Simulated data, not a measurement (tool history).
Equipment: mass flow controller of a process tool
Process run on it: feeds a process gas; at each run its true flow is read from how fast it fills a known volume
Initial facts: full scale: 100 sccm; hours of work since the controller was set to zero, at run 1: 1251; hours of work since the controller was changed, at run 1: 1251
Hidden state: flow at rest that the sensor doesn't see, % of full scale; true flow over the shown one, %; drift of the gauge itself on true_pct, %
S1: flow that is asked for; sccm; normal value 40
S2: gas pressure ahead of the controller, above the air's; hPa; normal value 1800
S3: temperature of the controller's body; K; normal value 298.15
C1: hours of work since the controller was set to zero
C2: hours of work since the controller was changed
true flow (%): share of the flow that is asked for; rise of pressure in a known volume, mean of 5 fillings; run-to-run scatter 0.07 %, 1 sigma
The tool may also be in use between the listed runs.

run 1 hour=0 | S1=40 S2=1800 S3=298.15 | C1=1251 C2=1251 | true_flow_(%)=98.44
run 2 hour=253.1 | S1=40 S2=1800 S3=298.15 | C1=1356 C2=1356 | true_flow_(%)=98.45
run 3 hour=417 | S1=40 S2=1800 S3=298.15 | C1=1423 C2=1423 | true_flow_(%)=98.43
run 4 hour=565.9 | S1=40 S2=1800 S3=298.15 | C1=1485 C2=1485 | true_flow_(%)=98.65
run 5 hour=863 | S1=40 S2=1800 S3=298.15 | C1=1607 C2=1607 | true_flow_(%)=98.76
run 6 hour=1084.3 | S1=40 S2=1800 S3=299.15 | C1=1699 C2=1699 | true_flow_(%)=98.86
run 7 hour=1359.3 | S1=40 S2=1800 S3=299.15 | C1=1812 C2=1812 | true_flow_(%)=98.99
run 8 hour=1577.1 | S1=40 S2=1800 S3=299.15 | C1=1902 C2=1902 | true_flow_(%)=99.15
run 9 hour=1743 | S1=40 S2=1800 S3=298.15 | C1=1971 C2=1971 | true_flow_(%)=99.12
run 10 hour=1989.4 | S1=40 S2=1800 S3=305.15 | C1=2072 C2=2072 | true_flow_(%)=99.62
run 11 hour=2136.1 | S1=40 S2=1800 S3=305.15 | C1=2133 C2=2133 | true_flow_(%)=99.69
run 12 hour=2385.2 | S1=40 S2=1800 S3=305.15 | C1=2236 C2=2236 | true_flow_(%)=99.88
run 13 hour=2518.5 | S1=40 S2=1800 S3=306.15 | C1=2291 C2=2291 | true_flow_(%)=99.94
run 14 hour=2714.2 | S1=40 S2=1800 S3=298.15 | C1=2372 C2=2372 | true_flow_(%)=99.82
run 15 hour=2884.9 | S1=40 S2=1800 S3=298.15 | C1=2442 C2=2442 | true_flow_(%)=99.74
run 16 hour=3170 | S1=40 S2=1800 S3=298.15 | C1=2560 C2=2560 | true_flow_(%)=99.97
run 17 hour=3385.5 | S1=40 S2=1800 S3=298.15 | C1=2649 C2=2649 | true_flow_(%)=100.07
run 18 hour=3629.8 | S1=40 S2=1800 S3=298.15 | C1=2750 C2=2750 | true_flow_(%)=100.05
run 19 hour=3830 | S1=40 S2=1630 S3=298.15 | C1=2832 C2=2832 | true_flow_(%)=100.24
run 20 hour=4055.6 | S1=40 S2=1630 S3=298.15 | C1=2925 C2=2925 | true_flow_(%)=100.31
run 21 hour=4187.9 | S1=40 S2=1630 S3=298.15 | C1=2980 C2=2980 | true_flow_(%)=100.4
run 22 hour=4457.4 | S1=40 S2=1800 S3=298.15 | C1=3091 C2=3091 | true_flow_(%)=100.39
run 23 hour=4654.1 | S1=40 S2=2740 S3=298.15 | C1=3173 C2=3173 | true_flow_(%)=100.35
run 24 hour=4962.6 | S1=18 S2=2150 S3=302.15 | C1=3300 C2=3300 | true_flow_(%)=100.11
run 25 hour=5288.3 | S1=40 S2=2210 S3=298.15 | C1=3434 C2=3434 | true_flow_(%)=100.89
run 26 hour=5605.7 | S1=40 S2=2210 S3=298.15 | C1=3565 C2=3565 | true_flow_(%)=100.92
run 27 hour=5835.4 | S1=87 S2=1890 S3=309.15 | C1=3660 C2=3660 | true_flow_(%)=103.02
-- hour=6066.1 gauge calibrated
run 28 hour=6120.9 | S1=87 S2=1890 S3=309.15 | C1=3778 C2=3778 | true_flow_(%)=100.2
run 29 hour=6365.7 | S1=87 S2=1890 S3=309.15 | C1=3879 C2=3879 | true_flow_(%)=100.3
run 30 hour=6642.8 | S1=46 S2=2170 S3=294.15 | C1=3994 C2=3994 | true_flow_(%)=98.59
run 31 hour=6819.2 | S1=54 S2=1800 S3=296.15 | C1=4066 C2=4066 | true_flow_(%)=99.07
run 32 hour=6985.5 | S1=54 S2=1800 S3=296.15 | C1=4135 C2=4135 | true_flow_(%)=99.16
run 33 hour=7311.1 | S1=90 S2=1520 S3=300.15 | C1=4269 C2=4269 | true_flow_(%)=100.57
run 34 hour=7494 | S1=90 S2=1520 S3=300.15 | C1=4345 C2=4345 | true_flow_(%)=100.7
run 35 hour=7664.9 | S1=12 S2=2430 S3=300.15 | C1=4415 C2=4415 | true_flow_(%)=98.27
run 36 hour=7885.4 | S1=17 S2=1630 S3=300.15 | C1=4507 C2=4507 | true_flow_(%)=98.73
run 37 hour=8109.2 | S1=50 S2=2790 S3=311.15 | C1=4599 C2=4599 | true_flow_(%)=99.85
run 38 hour=8327.7 | S1=16 S2=2500 S3=304.15 | C1=4689 C2=4689 | true_flow_(%)=98.81
run 39 hour=8610.1 | S1=16 S2=2500 S3=304.15 | C1=4806 C2=4806 | true_flow_(%)=98.93
run 40 hour=8841.5 | S1=16 S2=2500 S3=304.15 | C1=4901 C2=4901 | true_flow_(%)=99.11
run 41 hour=9065.9 | S1=16 S2=2500 S3=304.15 | C1=4994 C2=4994 | true_flow_(%)=99.07
-- hour=9253.1 controller's zero set anew
run 42 hour=9358.1 | S1=16 S2=2500 S3=304.15 | C1=43 C2=5114 | true_flow_(%)=99.42
run 43 hour=9586.1 | S1=15 S2=2150 S3=298.15 | C1=137 C2=5208 | true_flow_(%)=99.23
run 44 hour=9776.1 | S1=70 S2=2560 S3=304.15 | C1=216 C2=5287 | true_flow_(%)=101.06

Per-run results on a tool with no hidden state, each run keeping its own random variation:
run=1 true_flow_(%)=98.44
run=2 true_flow_(%)=98.33
run=3 true_flow_(%)=98.23
run=4 true_flow_(%)=98.37
run=5 true_flow_(%)=98.34
run=6 true_flow_(%)=98.34
run=7 true_flow_(%)=98.33
run=8 true_flow_(%)=98.38
run=9 true_flow_(%)=98.27
run=10 true_flow_(%)=98.65
run=11 true_flow_(%)=98.65
run=12 true_flow_(%)=98.72
run=13 true_flow_(%)=98.71
run=14 true_flow_(%)=98.49
run=15 true_flow_(%)=98.34
run=16 true_flow_(%)=98.42
run=17 true_flow_(%)=98.42
run=18 true_flow_(%)=98.29
run=19 true_flow_(%)=98.38
run=20 true_flow_(%)=98.33
run=21 true_flow_(%)=98.37
run=22 true_flow_(%)=98.23
run=23 true_flow_(%)=98.09
run=24 true_flow_(%)=97.7
run=25 true_flow_(%)=98.32
run=26 true_flow_(%)=98.2
run=27 true_flow_(%)=100.13
run=28 true_flow_(%)=100.17
run=29 true_flow_(%)=100.15
run=30 true_flow_(%)=98.3
run=31 true_flow_(%)=98.7
run=32 true_flow_(%)=98.71
run=33 true_flow_(%)=99.95
run=34 true_flow_(%)=99.99
run=35 true_flow_(%)=97.48
run=36 true_flow_(%)=97.83
run=37 true_flow_(%)=98.85
run=38 true_flow_(%)=97.7
run=39 true_flow_(%)=97.69
run=40 true_flow_(%)=97.76
run=41 true_flow_(%)=97.61
run=42 true_flow_(%)=97.83
run=43 true_flow_(%)=97.53
run=44 true_flow_(%)=99.24
